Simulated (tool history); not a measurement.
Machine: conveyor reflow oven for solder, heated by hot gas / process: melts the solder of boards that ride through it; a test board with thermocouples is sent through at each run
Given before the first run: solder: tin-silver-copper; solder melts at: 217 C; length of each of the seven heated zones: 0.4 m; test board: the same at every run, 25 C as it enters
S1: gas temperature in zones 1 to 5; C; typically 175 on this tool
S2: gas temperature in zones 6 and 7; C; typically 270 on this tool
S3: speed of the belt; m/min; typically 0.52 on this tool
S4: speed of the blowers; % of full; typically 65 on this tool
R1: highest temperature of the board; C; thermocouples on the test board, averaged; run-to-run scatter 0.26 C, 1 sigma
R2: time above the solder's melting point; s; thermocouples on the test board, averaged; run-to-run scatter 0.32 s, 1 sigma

Run 1, hour 0: usual settings. Result: R1 259 C, R2 77.8 s.
Run 2, hour 43.6: usual settings. Result: R1 259.2 C, R2 77.7 s.
Run 3, hour 96.2: usual settings. Result: R1 258.2 C, R2 75.1 s.
Run 4, hour 176.6: usual settings. Result: R1 258.9 C, R2 76 s.
Run 5, hour 247.4: usual settings. Result: R1 258.6 C, R2 76 s.
Run 6, hour 350.6: usual settings. Result: R1 259.5 C, R2 75.3 s.
Run 7, hour 446.8: usual settings. Result: R1 259.6 C, R2 76.7 s.
Run 8, hour 536: usual settings. Result: R1 260.4 C, R2 77.4 s.
Run 9, hour 596.6: usual settings. Result: R1 260 C, R2 76.5 s.
Run 10, hour 698.2: usual settings. Result: R1 260.8 C, R2 77.5 s.
Run 11, hour 782.2: usual settings. Result: R1 260.8 C, R2 77.7 s.
Run 12, hour 873: usual settings. Result: R1 258.1 C, R2 75.7 s.
Run 13, hour 946.9: usual settings. Result: R1 258.2 C, R2 76.5 s.
Run 14, hour 1014.1: usual settings. Result: R1 258.6 C, R2 76.1 s.
Run 15, hour 1068.5: usual settings. Result: R1 258.7 C, R2 76.2 s.
Run 16, hour 1164.8: usual settings. Result: R1 259.2 C, R2 77.4 s.
Run 17, hour 1230.5: usual settings but S1 164 C, S3 0.56 m/min, S4 64 % of full. Result: R1 255 C, R2 64 s.
Run 18, hour 1312.3: usual settings but S1 164 C, S3 0.469 m/min, S4 64 % of full. Result: R1 260.5 C, R2 82.4 s.
Run 19, hour 1370.8: usual settings but S1 164 C, S3 0.469 m/min, S4 64 % of full. Result: R1 260.8 C, R2 83.4 s.
Run 20, hour 1476.2: usual settings but S1 168 C, S3 0.527 m/min. Result: R1 258.5 C, R2 73 s.
Run 21, hour 1575.6: usual settings but S1 168 C, S3 0.527 m/min. Result: R1 258.2 C, R2 73 s.
Run 22, hour 1670.4: usual settings but S1 168 C, S3 0.566 m/min, S4 62 % of full. Result: R1 256.2 C, R2 65.9 s.
Run 23, hour 1740.5: usual settings but S1 168 C, S3 0.566 m/min, S4 62 % of full. Result: R1 255.6 C, R2 63.6 s.
Run 24, hour 1805.6: usual settings but S1 168 C, S3 0.566 m/min, S4 62 % of full. Result: R1 255.7 C, R2 63.7 s.
Run 25, hour 1866.7: usual settings but S1 168 C, S3 0.566 m/min, S4 62 % of full. Result: R1 256 C, R2 63.8 s.
Run 26, hour 1930.7: usual settings but S2 279 C, S4 87 % of full. Result: R1 273.3 C, R2 84.7 s.
Run 27, hour 2014.8: usual settings but S2 262 C, S3 0.59 m/min, S4 87 % of full. Result: R1 254.4 C, R2 65.2 s.

Withheld: 11 entries from between the runs. Position of each, and hidden state at the listed run before versus the listed run after:
In the gap between runs 2 and 3: belt drive overhauled, speed set with a stopwatch (hour 96)
  heat that the gas passes to the board, % of a clean oven's: 98.1 -> 97.6; belt's true speed, % of the reading: 97.51 -> 100.07; true gas temperature in zones 6 and 7 over the reading, C: 1.51 -> 1.64
  measured minus no-state result, R1: +1.8 -> +1 C; R2: +3.2 -> +0.5 s
In the gap between runs 3 and 4: flux residue cleaned out of gas plates and filters (hour 115.2)
  heat that the gas passes to the board, % of a clean oven's: 97.6 -> 98.6; belt's true speed, % of the reading: 100.07 -> 99.94; true gas temperature in zones 6 and 7 over the reading, C: 1.64 -> 1.82
  measured minus no-state result, R1: +1 -> +1.4 C; R2: +0.5 -> +0.9 s
In the gap between runs 6 and 7: flux residue cleaned out of gas plates and filters (hour 370.8)
  heat that the gas passes to the board, % of a clean oven's: 96.9 -> 98.8; belt's true speed, % of the reading: 99.66 -> 99.51; true gas temperature in zones 6 and 7 over the reading, C: 2.27 -> 2.51
  measured minus no-state result, R1: +1.6 -> +2.2 C; R2: +1.2 -> +1.9 s
In the gap between runs 9 and 10: flux residue cleaned out of gas plates and filters (hour 631.6)
  heat that the gas passes to the board, % of a clean oven's: 97.3 -> 98.9; belt's true speed, % of the reading: 99.27 -> 99.11; true gas temperature in zones 6 and 7 over the reading, C: 2.87 -> 3.13
  measured minus no-state result, R1: +2.3 -> +2.9 C; R2: +2 -> +2.6 s
In the gap between runs 11 and 12: thermocouples of zones 6 and 7 changed (hour 827.9)
  heat that the gas passes to the board, % of a clean oven's: 98.1 -> 97.2; belt's true speed, % of the reading: 98.98 -> 98.83; true gas temperature in zones 6 and 7 over the reading, C: 3.34 -> 0.63
  measured minus no-state result, R1: +3 -> +0.5 C; R2: +2.8 -> +1.1 s
In the gap between runs 12 and 13: flux residue cleaned out of gas plates and filters (hour 895)
  heat that the gas passes to the board, % of a clean oven's: 97.2 -> 99; belt's true speed, % of the reading: 98.83 -> 98.72; true gas temperature in zones 6 and 7 over the reading, C: 0.63 -> 0.8
  measured minus no-state result, R1: +0.5 -> +0.9 C; R2: +1.1 -> +1.6 s
In the gap between runs 15 and 16: flux residue cleaned out of gas plates and filters (hour 1151.5)
  heat that the gas passes to the board, % of a clean oven's: 97.8 -> 99.3; belt's true speed, % of the reading: 98.52 -> 98.36; true gas temperature in zones 6 and 7 over the reading, C: 1.1 -> 1.32
  measured minus no-state result, R1: +1 -> +1.5 C; R2: +1.8 -> +2.4 s
In the gap between runs 19 and 20: flux residue cleaned out of gas plates and filters (hour 1411.9)
  heat that the gas passes to the board, % of a clean oven's: 97.2 -> 98.4; belt's true speed, % of the reading: 98.04 -> 97.88; true gas temperature in zones 6 and 7 over the reading, C: 1.84 -> 2.07
  measured minus no-state result, R1: +1.8 -> +2.2 C; R2: +2.9 -> +3.3 s
In the gap between runs 21 and 22: flux residue cleaned out of gas plates and filters (hour 1670.4)
  heat that the gas passes to the board, % of a clean oven's: 97.5 -> 99.8; belt's true speed, % of the reading: 97.73 -> 97.59; true gas temperature in zones 6 and 7 over the reading, C: 2.34 -> 2.57
  measured minus no-state result, R1: +2.3 -> +3.1 C; R2: +3.4 -> +4.1 s
In the gap between runs 22 and 23: belt drive overhauled, speed set with a stopwatch (hour 1704.2)
  heat that the gas passes to the board, % of a clean oven's: 99.8 -> 99.2; belt's true speed, % of the reading: 97.59 -> 99.83; true gas temperature in zones 6 and 7 over the reading, C: 2.57 -> 2.75
  measured minus no-state result, R1: +3.1 -> +2.4 C; R2: +4.1 -> +1.9 s
In the gap between runs 25 and 26: flux residue cleaned out of gas plates and filters (hour 1930.7)
  heat that the gas passes to the board, % of a clean oven's: 98 -> 98.9; belt's true speed, % of the reading: 99.62 -> 99.52; true gas temperature in zones 6 and 7 over the reading, C: 3.07 -> 3.22
  measured minus no-state result, R1: +2.4 -> +3 C; R2: +2 -> +1.7 s
